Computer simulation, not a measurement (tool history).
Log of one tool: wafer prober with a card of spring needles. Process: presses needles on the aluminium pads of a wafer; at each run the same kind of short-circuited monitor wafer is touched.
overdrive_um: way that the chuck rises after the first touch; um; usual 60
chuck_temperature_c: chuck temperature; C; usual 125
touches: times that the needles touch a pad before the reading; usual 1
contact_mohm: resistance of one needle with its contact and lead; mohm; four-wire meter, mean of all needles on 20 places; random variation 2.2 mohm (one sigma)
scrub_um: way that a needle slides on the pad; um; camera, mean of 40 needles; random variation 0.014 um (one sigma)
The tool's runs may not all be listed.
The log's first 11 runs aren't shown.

run,day,overdrive_um,chuck_temperature_c,touches,touches since the tips were cleaned,cleanings since the card got new needles,touches since the first contact's height was set,contact_mohm,scrub_um
12,3.821,60,125,1,5217,14,140644,276,11.76
# day 4.188: tips cleaned on abrasive film
13,4.212,60,125,1,236,15,144619,243,11.76
14,4.421,60,125,1,2409,15,146792,263,11.78
15,4.85,60,29,1,6812,15,151195,263,11.78
# day 5.075: tips cleaned on abrasive film
16,5.288,60,125,1,2166,16,155671,269,11.74
17,5.55,60,125,1,4879,16,158384,272,11.75
18,5.846,42,88,1,7939,16,161444,312,8.2
# day 5.938: tips cleaned on abrasive film
19,6.25,42,88,1,3194,17,165549,300,8.19
20,6.488,48,88,3,5669,17,168024,255,9.37
21,6.742,48,88,3,8287,17,170642,257,9.4
# day 6.804: tips cleaned on abrasive film
22,7.183,48,88,1,3900,18,175130,290,9.36
23,7.617,41,56,1,8399,18,179629,314,7.98
# day 7.662: tips cleaned on abrasive film
24,8.075,68,66,2,4219,19,184290,240,13.34
25,8.467,63,125,1,8258,19,188329,273,12.33
# day 8.55: tips cleaned on abrasive film
26,8.762,57,32,1,2210,20,191354,247,11.15
27,9.258,52,125,1,7319,20,196463,287,10.14
# day 9.421: tips cleaned on abrasive film
28,9.529,45,25,1,1129,21,199235,255,8.76
29,9.908,47,70,1,5017,21,203123,293,9.13
# day 10.304: tips cleaned on abrasive film
# day 10.388: height of the first contact set anew
30,10.404,41,35,1,889,22,170,252,8.09

Run 31 comes next. What will it give?
31,10.875,41,35,1,5728,22,5009,?,?

Run 31 gave contact_mohm 302 mohm, scrub_um 8.12 um.
Without the tool's hidden state the same run would have given contact_mohm 222 mohm, scrub_um 8.12 um.
